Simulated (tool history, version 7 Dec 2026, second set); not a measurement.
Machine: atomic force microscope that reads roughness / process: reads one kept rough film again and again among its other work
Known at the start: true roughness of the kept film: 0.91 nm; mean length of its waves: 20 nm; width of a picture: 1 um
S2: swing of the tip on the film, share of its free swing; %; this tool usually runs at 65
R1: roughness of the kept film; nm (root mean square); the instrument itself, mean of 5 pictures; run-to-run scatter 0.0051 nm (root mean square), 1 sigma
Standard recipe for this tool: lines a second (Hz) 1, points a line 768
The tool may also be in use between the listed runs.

{"run": 1, "hour": 0.0, "lines a second (Hz)": 1, "S2": 65, "points a line": 768, "R1": 0.73}
{"run": 2, "hour": 6.5, "lines a second (Hz)": 1, "S2": 65, "points a line": 768, "R1": 0.723}
{"run": 3, "hour": 13.2, "lines a second (Hz)": 1, "S2": 65, "points a line": 768, "R1": 0.714}
{"run": 4, "hour": 18.9, "lines a second (Hz)": 1, "S2": 78, "points a line": 768, "R1": 0.68}
{"run": 5, "hour": 25.7, "lines a second (Hz)": 1, "S2": 78, "points a line": 768, "R1": 0.669}
{"run": 6, "hour": 35.0, "lines a second (Hz)": 1, "S2": 78, "points a line": 768, "R1": 0.668}
{"run": 7, "hour": 41.8, "lines a second (Hz)": 1, "S2": 78, "points a line": 768, "R1": 0.658}
{"run": 8, "hour": 46.3, "lines a second (Hz)": 1, "S2": 78, "points a line": 768, "R1": 0.649}
{"run": 9, "hour": 51.4, "lines a second (Hz)": 1, "S2": 78, "points a line": 768, "R1": 0.642}
{"run": 10, "hour": 57.1, "lines a second (Hz)": 1, "S2": 65, "points a line": 768, "R1": 0.656}
{"run": 11, "hour": 62.4, "lines a second (Hz)": 1, "S2": 65, "points a line": 768, "R1": 0.656}
{"run": 12, "hour": 67.7, "lines a second (Hz)": 0.9, "S2": 65, "points a line": 768, "R1": 0.659}
{"run": 13, "hour": 77.8, "lines a second (Hz)": 0.9, "S2": 65, "points a line": 768, "R1": 0.654}
{"run": 14, "hour": 85.4, "lines a second (Hz)": 0.9, "S2": 65, "points a line": 768, "R1": 0.635}
{"hour": 90.5, "done": "new tip fitted"}
{"run": 15, "hour": 92.3, "lines a second (Hz)": 1, "S2": 82, "points a line": 768, "R1": 0.759}
{"run": 16, "hour": 102.0, "lines a second (Hz)": 1, "S2": 82, "points a line": 768, "R1": 0.745}
{"run": 17, "hour": 110.8, "lines a second (Hz)": 1, "S2": 82, "points a line": 768, "R1": 0.733}
{"run": 18, "hour": 118.6, "lines a second (Hz)": 1, "S2": 82, "points a line": 768, "R1": 0.728}
{"run": 19, "hour": 127.8, "lines a second (Hz)": 1, "S2": 82, "points a line": 768, "R1": 0.716}
{"run": 20, "hour": 137.7, "lines a second (Hz)": 1, "S2": 82, "points a line": 768, "R1": 0.701}
{"run": 21, "hour": 147.0, "lines a second (Hz)": 2.84, "S2": 58, "points a line": 768, "R1": 0.711}
{"run": 22, "hour": 155.1, "lines a second (Hz)": 2.84, "S2": 58, "points a line": 768, "R1": 0.697}
{"run": 23, "hour": 163.3, "lines a second (Hz)": 2.84, "S2": 58, "points a line": 768, "R1": 0.693}
{"run": 24, "hour": 169.2, "lines a second (Hz)": 2.84, "S2": 58, "points a line": 686, "R1": 0.679}
{"run": 25, "hour": 177.3, "lines a second (Hz)": 1.8, "S2": 79, "points a line": 686, "R1": 0.617}
{"run": 26, "hour": 184.1, "lines a second (Hz)": 1.8, "S2": 79, "points a line": 686, "R1": 0.631}
{"run": 27, "hour": 191.5, "lines a second (Hz)": 1.8, "S2": 79, "points a line": 686, "R1": 0.601}
{"run": 28, "hour": 196.1, "lines a second (Hz)": 1.72, "S2": 65, "points a line": 563, "R1": 0.653}
{"run": 29, "hour": 201.9, "lines a second (Hz)": 1.72, "S2": 64, "points a line": 644, "R1": 0.649}
{"run": 30, "hour": 208.1, "lines a second (Hz)": 0.51, "S2": 64, "points a line": 482, "R1": 0.669}
{"run": 31, "hour": 217.8, "lines a second (Hz)": 0.51, "S2": 65, "points a line": 1013, "R1": 0.67}
{"run": 32, "hour": 222.8, "lines a second (Hz)": 1.67, "S2": 70, "points a line": 557, "R1": 0.615}
{"run": 33, "hour": 228.7, "lines a second (Hz)": 1.45, "S2": 55, "points a line": 618, "R1": 0.651}
{"hour": 230.4, "done": "new tip fitted"}
{"run": 34, "hour": 237.4, "lines a second (Hz)": 1.14, "S2": 56, "points a line": 529, "R1": 0.801}
{"run": 35, "hour": 244.4, "lines a second (Hz)": 1.14, "S2": 56, "points a line": 529, "R1": 0.795}
{"run": 36, "hour": 250.9, "lines a second (Hz)": 1.14, "S2": 56, "points a line": 529, "R1": 0.781}
{"run": 37, "hour": 256.4, "lines a second (Hz)": 0.61, "S2": 56, "points a line": 361, "R1": 0.774}

Alternative continuations, all from the tool just after run 37; predict every row:
{"run": "A", "hour": 261.8, "lines a second (Hz)": 1.24, "S2": 82, "points a line": 361, "R1": "?"}
{"run": "B", "hour": 261.8, "lines a second (Hz)": 1, "S2": 65, "points a line": 317, "R1": "?"}
{"run": "C", "hour": 261.8, "lines a second (Hz)": 1, "S2": 65, "points a line": 353, "R1": "?"}
{"run": "D", "hour": 261.8, "lines a second (Hz)": 1.86, "S2": 78, "points a line": 881, "R1": "?"}

run=A R1=0.692
run=B R1=0.736
run=C R1=0.756
run=D R1=0.675
Stripped of hidden state, with their random variation kept, the same runs would have yielded:
run=A R1=0.731
run=B R1=0.777
run=C R1=0.798
run=D R1=0.714
